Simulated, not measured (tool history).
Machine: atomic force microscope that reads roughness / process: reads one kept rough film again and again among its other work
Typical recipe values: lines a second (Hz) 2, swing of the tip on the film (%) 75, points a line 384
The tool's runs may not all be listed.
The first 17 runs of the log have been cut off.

run    hour  lines a second (Hz)  swing of the tip on the film (%)  points a line  roughness of the kept film (nm (root mean square))
 18   914.6                    2                                75            384                                               2.149
      975.9  -- new tip fitted
 19   984.5                 2.93                                77            387                                               2.223
 20  1057.7                 2.93                                72            310                                               2.048
     1108.4  -- new tip fitted
 21  1109.2                 2.93                                72            310                                               2.333
 22  1139.9                 1.47                                75            760                                               2.336
 23  1210.6                 1.47                                75            760                                                2.09
     1241.2  -- new tip fitted
 24  1276.2                 2.24                                68            384                                                 2.3
 25  1319.2                 2.24                                68            384                                               2.139

What will run 26 give?
     1372.7  -- new tip fitted
 26  1383.2                 0.92                                89            389                                                   ?

roughness of the kept film (nm (root mean square)): 2.359
With no hidden state in the tool, this same run would have given roughness of the kept film (nm (root mean square)) 2.437.
